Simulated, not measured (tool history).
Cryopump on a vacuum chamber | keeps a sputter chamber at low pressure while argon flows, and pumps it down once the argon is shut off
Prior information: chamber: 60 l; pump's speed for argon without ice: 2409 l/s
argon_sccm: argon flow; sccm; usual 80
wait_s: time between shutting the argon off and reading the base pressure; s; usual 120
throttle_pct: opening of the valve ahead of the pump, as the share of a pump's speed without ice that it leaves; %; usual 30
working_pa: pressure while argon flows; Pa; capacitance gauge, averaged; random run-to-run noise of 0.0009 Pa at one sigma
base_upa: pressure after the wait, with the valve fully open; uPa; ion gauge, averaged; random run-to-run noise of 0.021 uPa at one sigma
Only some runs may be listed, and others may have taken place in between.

run	hour	argon_sccm	wait_s	throttle_pct	working_pa	base_upa
1	0.0	80	120	30	0.1942	0.89
2	21.8	80	120	20	0.2864	0.88
3	39.4	80	120	30	0.1927	0.90
4	56.1	80	76	30	0.1933	1.03
5	83.4	80	76	30	0.1931	1.06
6	100.8	80	76	30	0.1933	1.05
7	126.9	80	80	30	0.1933	1.04
8	149.5	80	80	30	0.1927	1.08
9	164.8	80	80	30	0.1945	1.05
10	179.0	80	80	30	0.1933	1.04
11	203.8	47	120	30	0.1128	0.93
12	220.7	80	69	30	0.1940	1.17
13	240.8	80	69	30	0.1936	1.18
14	256.6	80	69	30	0.1936	1.15
15	281.1	80	120	17	0.3382	0.95
16	309.0	80	120	17	0.3394	0.93
17	324.7	80	120	17	0.3352	0.97
18	338.2	40	100	52	0.0581	1.04
19	351.1	104	34	34	0.2247	1.70
20	371.2	40	137	48	0.0625	0.95
21	390.9	144	38	26	0.3995	1.57
22	415.6	74	29	23	0.2354	1.91
23	431.0	39	94	50	0.0593	1.09
24	454.0	35	94	50	0.0521	1.07
25	466.4	155	23	30	0.3746	2.20
26	489.4	155	23	30	0.3773	2.22
27	504.1	37	120	30	0.0903	0.94
28	523.4	153	82	29	0.3879	1.10
29	553.1	43	38	28	0.1128	1.66
30	578.9	93	38	28	0.2427	1.67

Forecast each of these 4 alternatives for the next run:
A	597.1	93	38	24	?	?
B	597.1	93	38	34	?	?
C	597.1	93	38	21	?	?
D	597.1	56	38	56	?	?

run	working_pa	base_upa
A	0.2812	1.64
B	0.2019	1.59
C	0.3204	1.65
D	0.0763	1.66
Had the tool no hidden state, the same runs would have come out as:
run	working_pa	base_upa
A	0.2709	1.05
B	0.1917	1.00
C	0.3102	1.05
D	0.0701	1.06
